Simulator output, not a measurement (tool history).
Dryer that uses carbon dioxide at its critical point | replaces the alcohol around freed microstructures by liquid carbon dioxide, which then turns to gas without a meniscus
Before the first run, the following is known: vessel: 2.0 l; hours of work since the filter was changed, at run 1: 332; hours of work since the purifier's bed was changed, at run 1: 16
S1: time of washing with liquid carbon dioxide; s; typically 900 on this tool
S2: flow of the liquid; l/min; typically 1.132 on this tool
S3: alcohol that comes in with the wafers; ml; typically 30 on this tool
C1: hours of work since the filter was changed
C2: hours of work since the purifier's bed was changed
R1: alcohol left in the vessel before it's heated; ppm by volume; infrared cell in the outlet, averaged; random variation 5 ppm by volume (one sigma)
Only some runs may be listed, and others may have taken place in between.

run   hour    S1     S2  S3   C1   C2   R1
  1      0   900  1.132  30  332   16   28
  2    6.2   900   0.74  30  336   20  206
  3     14   900   0.74  30  341   25  203
  4   25.4   900   0.74  30  348   32  200
  5   33.5   900   0.74  30  353   37  218
  6   39.9   900   0.86  30  357   41  101
  7   46.9   900   0.86  30  361   45  108
  8   53.9   900   0.88  30  365   49   97
  9   62.5   900   0.88  30  371   54   98
 10   72.1   900  1.132  30  376   60   33
 11   81.9   900  1.132  30  382   66   36
 12   90.8   900  1.132  30  388   72   20
 13   96.1   900  1.132  30  391   75   33
 14  106.5   900  1.132  30  397   81   28
 15  112.7   900  1.132  30  401   85   35
 16  121.1  1260  1.132  30  406   90   16
     125.3  -- inlet filter changed
 17  131.3  1260  1.132  30    4   96   22
 18  136.9  1260   0.77  30    7   99   16
 19  144.5   540  1.132  32   12  104  184
 20  155.4   900   1.24  30   18  110   20
 21  164.7   960   0.71  30   24  116  122
 22  170.7  1020  1.132  33   28  120   18
 23  181.4   900  1.132  53   34  126   30
 24  192.6   900   0.82  49   41  133  142
 25  202.9   900   1.41  30   47  139   13
 26  210.7   900   1.41  30   52  144   24
 27  221.9   900   1.41  30   59  151   22
 28  226.9   900   1.41  30   62  154   21
 29  233.8   900   0.86  42   66  158   99
 30  242.1   900  1.132  30   71  163   36
 31  250.7   900   1.06  30   76  169   32
 32  260.2   780      1  43   82  174   96
 33  269.1   780      1  43   88  180  107
 34    278   960    1.5  40   93  185   26
 35  283.3   960    1.5  40   96  188   25
 36    288   960    1.5  40   99  191   24

Measured minus without-hidden-state, run by run (identical run-to-run variation in each term; gauge scatter may differ):
Hidden conditions of the tool in this case: flow that reaches the vessel past the clogged filter, %; alcohol in the recycled carbon dioxide, ppm; drift of the gauge itself on alcohol_ppm, %.
run   R1
  1  +14
  2  +87
  3  +87
  4  +89
  5  +92
  6  +53
  7  +55
  8  +49
  9  +53
 10  +18
 11  +19
 12  +20
 13  +20
 14  +21
 15  +22
 16   +8
 17   +8
 18   +8
 19  +14
 20  +10
 21  +16
 22   +9
 23  +11
 24  +20
 25  +11
 26  +11
 27  +12
 28  +11
 29  +22
 30  +14
 31  +15
 32  +25
 33  +26
 34  +14
 35  +14
 36  +14
